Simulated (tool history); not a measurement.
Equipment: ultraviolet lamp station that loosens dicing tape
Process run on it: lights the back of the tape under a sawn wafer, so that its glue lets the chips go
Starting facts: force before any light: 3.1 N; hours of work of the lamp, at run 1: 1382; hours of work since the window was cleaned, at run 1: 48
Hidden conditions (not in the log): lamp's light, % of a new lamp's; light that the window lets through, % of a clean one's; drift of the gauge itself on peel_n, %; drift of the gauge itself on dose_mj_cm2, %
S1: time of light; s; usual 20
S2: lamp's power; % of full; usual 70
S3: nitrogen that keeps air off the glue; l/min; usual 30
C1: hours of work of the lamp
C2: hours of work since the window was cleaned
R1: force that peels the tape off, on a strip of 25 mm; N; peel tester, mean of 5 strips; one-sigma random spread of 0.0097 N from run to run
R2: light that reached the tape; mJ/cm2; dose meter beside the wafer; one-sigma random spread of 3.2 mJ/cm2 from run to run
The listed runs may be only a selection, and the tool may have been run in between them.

run,hour,S1,S2,S3,C1,C2,R1,R2
1,0.0,20,70,30,1382,48,0.708,342
2,41.4,20,70,30,1408,74,0.716,339
3,87.0,20,70,30,1437,103,0.743,335
4,154.7,14,70,30,1479,145,1.126,229
5,188.4,14,70,30,1500,166,1.164,226
6,247.2,14,70,30,1537,203,1.125,224
7,310.8,20,70,9,1577,243,1.288,309
8,371.7,20,64,30,1616,282,0.906,280
# hour 377.1: window cleaned of glue's vapour
9,441.5,12,70,34,1659,40,1.288,178
10,501.1,12,81,34,1697,78,1.169,204
11,556.6,12,70,30,1731,113,1.440,174

Alternative continuations, all from the tool just after run 11; predict every row:
A,585.8,12,70,24,1750,131,?,?
B,585.8,11,73,22,1750,131,?,?
C,585.8,12,86,18,1750,131,?,?
D,585.8,24,70,30,1750,131,?,?

run,R1,R2
A,1.591,169
B,1.673,166
C,1.471,213
D,0.699,342
Had the tool no hidden state, the same runs would have come out as:
run,R1,R2
A,0.968,298
B,1.058,289
C,0.863,372
D,0.308,601
